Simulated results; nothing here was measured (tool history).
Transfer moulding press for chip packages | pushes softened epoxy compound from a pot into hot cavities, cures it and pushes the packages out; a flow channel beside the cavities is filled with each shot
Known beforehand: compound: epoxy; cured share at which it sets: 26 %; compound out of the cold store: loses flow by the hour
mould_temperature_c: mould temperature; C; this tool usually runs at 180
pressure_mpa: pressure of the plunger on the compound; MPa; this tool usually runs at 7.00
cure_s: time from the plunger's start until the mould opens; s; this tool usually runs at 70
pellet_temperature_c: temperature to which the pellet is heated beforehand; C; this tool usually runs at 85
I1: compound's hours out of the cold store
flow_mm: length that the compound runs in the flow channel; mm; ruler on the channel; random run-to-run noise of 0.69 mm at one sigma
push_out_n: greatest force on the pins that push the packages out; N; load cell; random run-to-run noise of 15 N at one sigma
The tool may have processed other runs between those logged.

Run 1, hour 0.0: usual settings; I1 28.7. Result: flow_mm 502.3 mm, push_out_n 735 N.
Run 2, hour 29.1: usual settings; I1 17.8. Result: flow_mm 518.1 mm, push_out_n 735 N.
At hour 57.1: cavities cleaned with cleaning compound and waxed.
At hour 62.4: plunger's sealing rings changed.
Run 3, hour 67.8: usual settings; I1 40.6. Result: flow_mm 485.6 mm, push_out_n 734 N.
Run 4, hour 99.1: usual settings; I1 15.7. Result: flow_mm 522.1 mm, push_out_n 744 N.
At hour 116.3: cavities cleaned with cleaning compound and waxed.
Run 5, hour 117.6: usual settings but mould_temperature_c 185 C; I1 35.5. Result: flow_mm 483.8 mm, push_out_n 512 N.
At hour 148.4: mould's thermocouples calibrated.
Run 6, hour 148.5: usual settings but mould_temperature_c 185 C; I1 26.8. Result: flow_mm 496.1 mm, push_out_n 504 N.
At hour 172.8: cavities cleaned with cleaning compound and waxed.
Run 7, hour 191.7: usual settings but mould_temperature_c 185 C; I1 9.6. Result: flow_mm 519.6 mm, push_out_n 535 N.
Run 8, hour 220.7: usual settings but mould_temperature_c 185 C; I1 17.2. Result: flow_mm 509.2 mm, push_out_n 529 N.
At hour 230.6: cavities cleaned with cleaning compound and waxed.
Run 9, hour 256.3: usual settings but mould_temperature_c 185 C, pressure_mpa 8.12 MPa; I1 37.6. Result: flow_mm 516.9 mm, push_out_n 517 N.
Run 10, hour 282.3: usual settings but mould_temperature_c 185 C, pressure_mpa 8.12 MPa; I1 35.8. Result: flow_mm 519.9 mm, push_out_n 526 N.
At hour 286.4: cavities cleaned with cleaning compound and waxed.
At hour 316.8: plunger's sealing rings changed.
Run 11, hour 317.6: usual settings but mould_temperature_c 185 C, pressure_mpa 8.12 MPa; I1 15.3. Result: flow_mm 553.1 mm, push_out_n 524 N.
At hour 344.2: cavities cleaned with cleaning compound and waxed.
Run 12, hour 348.5: usual settings but mould_temperature_c 178 C, pressure_mpa 7.79 MPa, pellet_temperature_c 92 C; I1 32.1. Result: flow_mm 528.1 mm, push_out_n 777 N.
Run 13, hour 371.7: usual settings but mould_temperature_c 178 C, pressure_mpa 7.79 MPa, pellet_temperature_c 92 C; I1 15.0. Result: flow_mm 554.0 mm, push_out_n 851 N.

Branching from run 13: 3 alternative next runs. What would each branch give?
At hour 399.0: cavities cleaned with cleaning compound and waxed.
Run A, hour 403.5: usual settings but mould_temperature_c 184 C, cure_s 56 s, pellet_temperature_c 81 C; I1 26.4. Result: flow_mm ?, push_out_n ?.
At hour 399.0: cavities cleaned with cleaning compound and waxed.
Run B, hour 403.5: usual settings but cure_s 78 s, pellet_temperature_c 93 C; I1 32.9. Result: flow_mm ?, push_out_n ?.
At hour 399.0: cavities cleaned with cleaning compound and waxed.
Run C, hour 403.5: usual settings but mould_temperature_c 184 C, pressure_mpa 7.79 MPa, cure_s 92 s, pellet_temperature_c 76 C; I1 24.1. Result: flow_mm ?, push_out_n ?.

run  flow_mm  push_out_n
  A    498.7        1082
  B    494.9         545
  C    529.5         360
Without the tool's unlogged condition, the same runs would have read:
run  flow_mm  push_out_n
  A    498.8        1079
  B    495.0         543
  C    529.6         360

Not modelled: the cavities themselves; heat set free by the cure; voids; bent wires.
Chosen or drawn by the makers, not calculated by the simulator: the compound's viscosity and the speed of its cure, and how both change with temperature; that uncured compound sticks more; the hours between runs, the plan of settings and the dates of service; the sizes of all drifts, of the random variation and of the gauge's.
